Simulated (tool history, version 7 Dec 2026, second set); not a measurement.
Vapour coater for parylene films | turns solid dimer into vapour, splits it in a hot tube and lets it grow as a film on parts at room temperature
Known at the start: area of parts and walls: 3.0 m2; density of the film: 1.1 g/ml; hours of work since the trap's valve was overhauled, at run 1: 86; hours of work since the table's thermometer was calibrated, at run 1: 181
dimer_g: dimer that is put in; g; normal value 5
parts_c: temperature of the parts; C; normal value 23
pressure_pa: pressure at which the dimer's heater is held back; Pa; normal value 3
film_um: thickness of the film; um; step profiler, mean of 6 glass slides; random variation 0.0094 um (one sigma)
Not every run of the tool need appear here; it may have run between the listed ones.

run,hour,dimer_g,parts_c,pressure_pa,hours of work since the trap's valve was overhauled,hours of work since the table's thermometer was calibrated,film_um
1,0,5,23,3,86,181,0.819
2,10.4,5,23,3,92,187,0.818
3,25.2,5,20,3,101,197,0.905
4,34.2,5,20,3.51,107,202,0.878
5,42.5,5,20,3.51,112,207,0.873
6,50.7,5,20,3.51,117,212,0.875
7,65.9,5,20,3.51,127,222,0.871
8,81.6,5,20,3.51,136,232,0.866
9,90.9,5,20,3,142,238,0.866
10,104.2,5,20,3,151,246,0.879
11,119.3,5,20,3,160,255,0.858
12,130.6,5,20,3,167,262,0.882
13,139.4,5,20,3,172,268,0.868
14,154,5,20,3,182,277,0.857
15,165.1,5,20,3,188,284,0.858
16,172.6,5,20,3,193,288,0.834
17,183.7,5,23,3,200,295,0.776
18,193.4,5,23,3,206,301,0.781
19,203.6,5,21,3,212,308,0.827
20,220.2,5,34,3,223,318,0.552
# hour 225.7: trap's valve overhauled
21,241.8,5,34,3,10,329,0.621
22,255.8,9,34,3,19,338,1.103
23,266.7,3,34,3,25,344,0.357
24,282.5,3,34,3,35,354,0.358
25,291.4,3,34,3,41,360,0.361
26,299,9,17,3,46,365,1.812
27,316.2,4,17,2.44,56,375,0.816
28,325.9,4,17,3.34,62,381,0.806
29,336.7,4,15,5.75,69,388,0.821
30,351.6,4,15,5.75,78,397,0.823
31,365.5,4,15,5.75,87,406,0.833
32,382.8,4,25,9.24,98,417,0.578
33,398.9,3,27,8.21,108,427,0.403
34,413.8,5,23,2.99,117,436,0.819
35,425.4,5,22,3,124,443,0.848
36,438.9,3,21,3,133,452,0.528
37,456.8,3,20,3,144,463,0.541
38,472.3,3,20,3,153,472,0.531
39,486.9,3,16,2.53,163,481,0.608
40,500.4,2,19,4.15,171,490,0.354
41,513.4,5,26,4.15,179,498,0.689

Here are 5 independent what-if runs from the current tool condition. What would each one return?
A,531.5,3,15,5.09,190,509,?
B,531.5,3,24,10.31,190,509,?
C,531.5,5,31,8.78,190,509,?
D,531.5,2,23,3,190,509,?
E,531.5,2,17,9.63,190,509,?

run,film_um
A,0.593
B,0.432
C,0.585
D,0.322
E,0.349
Take away the tool's hidden state, keep each run's random variation, and the runs would have read:
run,film_um
A,0.64
B,0.466
C,0.632
D,0.348
E,0.378
